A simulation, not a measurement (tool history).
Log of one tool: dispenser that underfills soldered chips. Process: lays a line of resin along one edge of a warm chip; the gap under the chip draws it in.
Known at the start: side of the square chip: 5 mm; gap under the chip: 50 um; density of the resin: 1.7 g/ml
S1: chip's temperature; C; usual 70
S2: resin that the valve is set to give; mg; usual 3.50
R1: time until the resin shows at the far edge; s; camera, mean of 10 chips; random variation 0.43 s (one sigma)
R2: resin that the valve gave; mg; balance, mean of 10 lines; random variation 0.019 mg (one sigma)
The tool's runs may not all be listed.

Run 1, hour 0.0: usual settings. Result: R1 43.7 s, R2 3.37 mg.
At hour 1.2: new syringe of resin.
Run 2, hour 6.6: usual settings. Result: R1 36.2 s, R2 3.35 mg.
Run 3, hour 13.3: usual settings. Result: R1 41.2 s, R2 3.36 mg.
At hour 15.2: new syringe of resin.
Run 4, hour 19.8: usual settings but S1 83 C. Result: R1 24.1 s, R2 3.35 mg.
Run 5, hour 25.3: usual settings. Result: R1 40.5 s, R2 3.34 mg.
Run 6, hour 28.4: usual settings. Result: R1 43.6 s, R2 3.32 mg.
At hour 29.7: new syringe of resin.
Run 7, hour 35.0: usual settings. Result: R1 36.7 s, R2 3.35 mg.
Run 8, hour 40.1: usual settings. Result: R1 40.5 s, R2 3.34 mg.
At hour 43.7: new syringe of resin.
Run 9, hour 43.8: usual settings but S2 3.51 mg. Result: R1 32.8 s, R2 3.33 mg.
Run 10, hour 48.0: usual settings but S2 3.45 mg. Result: R1 36.1 s, R2 3.28 mg.
Run 11, hour 52.9: usual settings but S2 3.45 mg. Result: R1 40.1 s, R2 3.23 mg.
Run 12, hour 56.5: usual settings but S2 3.45 mg. Result: R1 44.3 s, R2 3.27 mg.
At hour 57.7: new syringe of resin.
Run 13, hour 59.8: usual settings but S2 3.45 mg. Result: R1 34.3 s, R2 3.27 mg.
Run 14, hour 64.8: usual settings but S1 63 C. Result: R1 48.1 s, R2 3.28 mg.
At hour 71.7: new syringe of resin.
Run 15, hour 71.7: usual settings. Result: R1 32.3 s, R2 3.28 mg.
Run 16, hour 74.5: usual settings. Result: R1 34.6 s, R2 3.28 mg.
Run 17, hour 77.8: usual settings. Result: R1 36.7 s, R2 3.30 mg.
Run 18, hour 84.4: usual settings. Result: R1 43.7 s, R2 3.24 mg.
At hour 85.8: new syringe of resin.
Run 19, hour 91.2: usual settings but S1 83 C, S2 3.41 mg. Result: R1 25.2 s, R2 3.17 mg.
Run 20, hour 94.0: usual settings but S1 62 C, S2 3.17 mg. Result: R1 50.7 s, R2 2.93 mg.
At hour 100.0: new syringe of resin.
Run 21, hour 100.4: usual settings but S1 62 C, S2 3.17 mg. Result: R1 43.5 s, R2 2.96 mg.
Run 22, hour 105.9: usual settings but S1 74 C, S2 4.14 mg. Result: R1 33.0 s, R2 3.80 mg.
Run 23, hour 109.0: usual settings but S1 72 C, S2 3.05 mg. Result: R1 39.4 s, R2 2.83 mg.
Run 24, hour 112.2: usual settings but S1 82 C, S2 3.98 mg. Result: R1 31.6 s, R2 3.67 mg.
At hour 114.2: new syringe of resin.
Run 25, hour 119.0: usual settings but S2 3.04 mg. Result: R1 37.8 s, R2 2.79 mg.
At hour 121.7: dispensing valve cleaned and set on the balance.
Run 26, hour 125.9: usual settings but S1 63 C, S2 4.09 mg. Result: R1 51.7 s, R2 4.10 mg.
At hour 129.1: new syringe of resin.
Run 27, hour 129.1: usual settings but S1 67 C, S2 4.11 mg. Result: R1 35.4 s, R2 4.12 mg.
Run 28, hour 133.3: usual settings but S1 80 C, S2 3.84 mg. Result: R1 26.7 s, R2 3.84 mg.
Run 29, hour 137.0: usual settings but S1 73 C, S2 3.76 mg. Result: R1 36.1 s, R2 3.75 mg.
Run 30, hour 140.8: usual settings but S1 73 C, S2 3.76 mg. Result: R1 38.5 s, R2 3.75 mg.
At hour 143.1: new syringe of resin.
Run 31, hour 145.6: usual settings but S1 73 C, S2 3.76 mg. Result: R1 31.0 s, R2 3.71 mg.
Run 32, hour 151.1: usual settings but S1 83 C, S2 3.02 mg. Result: R1 28.1 s, R2 2.98 mg.
Run 33, hour 155.3: usual settings but S1 58 C, S2 4.38 mg. Result: R1 62.9 s, R2 4.29 mg.
At hour 157.2: new syringe of resin.
Run 34, hour 160.1: usual settings but S1 78 C, S2 3.22 mg. Result: R1 27.5 s, R2 3.18 mg.
Run 35, hour 164.1: usual settings but S1 74 C, S2 4.03 mg. Result: R1 33.0 s, R2 3.97 mg.
Run 36, hour 168.1: usual settings but S1 58 C, S2 3.62 mg. Result: R1 62.8 s, R2 3.55 mg.

Forecast each of these 4 alternatives for the next run:
At hour 171.3: new syringe of resin.
Run A, hour 171.5: usual settings but S1 56 C, S2 3.16 mg. Result: R1 ?, R2 ?.
At hour 171.3: new syringe of resin.
Run B, hour 171.5: usual settings but S1 66 C, S2 3.97 mg. Result: R1 ?, R2 ?.
At hour 171.3: new syringe of resin.
Run C, hour 171.5: usual settings but S1 58 C, S2 3.39 mg. Result: R1 ?, R2 ?.
At hour 171.3: new syringe of resin.
Run D, hour 171.5: usual settings but S1 75 C, S2 3.41 mg. Result: R1 ?, R2 ?.

run    R1    R2
  A  52.6  3.10
  B  36.5  3.90
  C  48.6  3.34
  D  28.5  3.35
Without the tool's hidden state the same runs would have given:
run    R1    R2
  A  49.3  3.15
  B  34.5  3.97
  C  45.7  3.40
  D  27.0  3.40
